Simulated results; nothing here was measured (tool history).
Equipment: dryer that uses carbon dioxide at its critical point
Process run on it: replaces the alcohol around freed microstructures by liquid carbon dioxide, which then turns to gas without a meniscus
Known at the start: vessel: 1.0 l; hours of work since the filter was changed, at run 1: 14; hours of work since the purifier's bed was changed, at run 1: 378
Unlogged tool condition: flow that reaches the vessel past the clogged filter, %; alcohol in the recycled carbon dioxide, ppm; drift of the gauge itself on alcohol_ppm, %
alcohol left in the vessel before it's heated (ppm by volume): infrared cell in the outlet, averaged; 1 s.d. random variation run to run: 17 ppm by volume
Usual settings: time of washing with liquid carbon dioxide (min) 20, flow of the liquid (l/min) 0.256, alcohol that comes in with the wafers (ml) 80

run    hour  time of washing with liquid carbon dioxide (min)  flow of the liquid (l/min)  alcohol that comes in with the wafers (ml)  hours of work since the filter was changed  hours of work since the purifier's bed was changed  alcohol left in the vessel before it's heated (ppm by volume)
  1     0.0                                                20                       0.256                                          80                                          14                                                 378                                                           1091
  2    53.1                                                20                       0.261                                          80                                          51                                                 415                                                           1068
  3    82.8                                                20                       0.261                                          80                                          72                                                 436                                                           1122
  4   104.6                                                20                       0.261                                          80                                          87                                                 451                                                           1153
  5   155.3                                                20                       0.256                                          80                                         123                                                 487                                                           1330
  6   186.7                                                20                       0.256                                          80                                         145                                                 509                                                           1341
      208.2  -- inlet filter changed
  7   229.8                                                20                       0.256                                          92                                          15                                                 539                                                           1325
  8   280.5                                                20                       0.256                                          36                                          51                                                 574                                                            570
  9   306.2                                                20                       0.256                                          80                                          69                                                 593                                                           1276
 10   330.7                                                20                       0.256                                          80                                          86                                                 610                                                           1321
 11   376.0                                                20                       0.256                                          80                                         118                                                 642                                                           1381
 12   410.4                                                20                       0.256                                          80                                         142                                                 666                                                           1420
      437.1  -- inlet filter changed
 13   461.8                                                20                       0.256                                          80                                          17                                                 701                                                           1163
 14   492.6                                                20                       0.256                                          80                                          39                                                 723                                                           1215
 15   545.6                                                20                       0.256                                          80                                          76                                                 760                                                           1267
 16   575.6                                                20                       0.256                                          80                                          97                                                 781                                                           1323
 17   600.4                                                20                       0.256                                          80                                         115                                                 799                                                           1356
 18   643.1                                                20                       0.256                                          80                                         145                                                 829                                                           1430
      664.3  -- inlet filter changed
 19   671.0                                                20                       0.256                                          80                                           5                                                 848                                                           1171
 20   695.1                                                20                       0.256                                         110                                          22                                                 865                                                           1598
 21   727.6                                                20                       0.256                                         110                                          44                                                 888                                                           1655
 22   777.1                                                20                       0.256                                          70                                          79                                                 922                                                           1136
 23   828.6                                                28                       0.256                                          80                                         116                                                 959                                                            316
 24   855.2                                                12                       0.357                                          80                                         134                                                 977                                                           2480
 25   883.0                                                19                       0.205                                          62                                         154                                                 997                                                           3064
      891.7  -- inlet filter changed
 26   926.5                                                19                       0.205                                          62                                          24                                                1027                                                           2569
 27   965.4                                                21                       0.388                                          62                                          52                                                1054                                                            140
 28  1011.1                                                29                       0.212                                          51                                          84                                                1086                                                            435
 29  1060.8                                                20                       0.256                                          81                                         119                                                1121                                                           1421
 30  1086.2                                                19                       0.404                                          63                                         137                                                1139                                                            179
 31  1109.6                                                19                       0.404                                          63                                         153                                                1156                                                            195
     1119.5  -- inlet filter changed
 32  1149.2                                                19                       0.404                                          63                                          21                                                1183                                                            175
 33  1192.2                                                25                       0.156                                          63                                          51                                                1213                                                           2900
     1203.6  -- purifier's bed changed
 34  1246.7                                                25                       0.156                                          63                                          87                                                  30                                                           3015
 35  1299.4                                                25                       0.156                                          63                                         124                                                  67                                                           3058
     1350.6  -- inlet filter changed
 36  1350.6                                                25                       0.334                                          25                                           0                                                 103                                                             42
 37  1383.7                                                12                       0.164                                          25                                          23                                                 126                                                           5066
 38  1434.7                                                19                       0.256                                          28                                          59                                                 162                                                            524
 39  1479.3                                                17                       0.256                                          28                                          90                                                 193                                                            813
 40  1514.2                                                22                       0.244                                          80                                         115                                                 218                                                           1091
 41  1565.5                                                22                       0.244                                          80                                         151                                                 254                                                           1171
     1577.9  -- inlet filter changed
 42  1612.1                                                22                       0.244                                          88                                          24                                                 286                                                           1055
 43  1663.0                                                22                       0.244                                          88                                          60                                                 322                                                           1116
 44  1691.0                                                22                       0.244                                          88                                          80                                                 341                                                           1136
 45  1742.5                                                18                       0.256                                          80                                         116                                                 378                                                           1985

5 options for the next run, each taken on its own from the tool as it stands now. Forecast them:
  A  1771.2                                                13                       0.208                                          96                                         136                                                 398                                                              ?
  B  1771.2                                                13                       0.250                                          49                                         136                                                 398                                                              ?
  C  1771.2                                                20                       0.256                                          29                                         136                                                 398                                                              ?
  D  1771.2                                                14                       0.290                                          63                                         136                                                 398                                                              ?
  E  1771.2                                                18                       0.256                                          37                                         136                                                 398                                                              ?

run  alcohol left in the vessel before it's heated (ppm by volume)
  A                                                          11362
  B                                                           3577
  C                                                            532
  D                                                           2493
  E                                                            963
What these runs would have given with no unlogged condition in the tool:
run  alcohol left in the vessel before it's heated (ppm by volume)
  A                                                          10114
  B                                                           3093
  C                                                            407
  D                                                           2072
  E                                                            770

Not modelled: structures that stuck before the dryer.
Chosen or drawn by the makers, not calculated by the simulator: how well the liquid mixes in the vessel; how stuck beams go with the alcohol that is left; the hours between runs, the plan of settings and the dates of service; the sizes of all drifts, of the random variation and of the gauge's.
